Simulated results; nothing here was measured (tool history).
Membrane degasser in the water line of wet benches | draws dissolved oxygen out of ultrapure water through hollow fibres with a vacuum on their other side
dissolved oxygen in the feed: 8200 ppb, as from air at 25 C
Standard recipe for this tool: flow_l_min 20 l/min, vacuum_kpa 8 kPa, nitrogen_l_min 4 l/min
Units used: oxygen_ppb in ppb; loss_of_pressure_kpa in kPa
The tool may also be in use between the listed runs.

run,day,flow_l_min,vacuum_kpa,nitrogen_l_min,oxygen_ppb,loss_of_pressure_kpa
1,0,20,8,4,66.5,55.13
2,6.85,20,8,4,65.8,55.64
3,14.279,20,8,4,66.8,55.7
4,21.562,20,8,4,66.6,55.4
5,27.542,20,8,4,67.3,55.28
6,33.888,20,8,4.2,63.9,55.56
7,37.321,20,8,4.2,64.1,55.45
8,40.954,20,8,4,65.7,55.74
# day 42.554: seals of the vacuum lines changed
9,47.779,15,8,4,46.4,41.65
10,51.762,15,8,4,47.1,41.88
11,58.475,15,8,4,45.7,41.86
12,61.55,15,8,4,46.8,41.91
13,69.096,20,8,4,67.9,56.11
14,74.867,20,8,4,65.2,56.07
15,80.046,20,8,4,67.3,55.72
16,83.717,20,8,4,68.1,55.57
17,87.008,20,8,4,65.7,55.57

Estimate the outcome of run 18 from the log above:
18,92.371,25,8,6,?,?

Run 18 gave oxygen_ppb 69 ppb, loss_of_pressure_kpa 69.61 kPa.
Without the tool's hidden state the same run would have given oxygen_ppb 68.9 ppb, loss_of_pressure_kpa 68.84 kPa.

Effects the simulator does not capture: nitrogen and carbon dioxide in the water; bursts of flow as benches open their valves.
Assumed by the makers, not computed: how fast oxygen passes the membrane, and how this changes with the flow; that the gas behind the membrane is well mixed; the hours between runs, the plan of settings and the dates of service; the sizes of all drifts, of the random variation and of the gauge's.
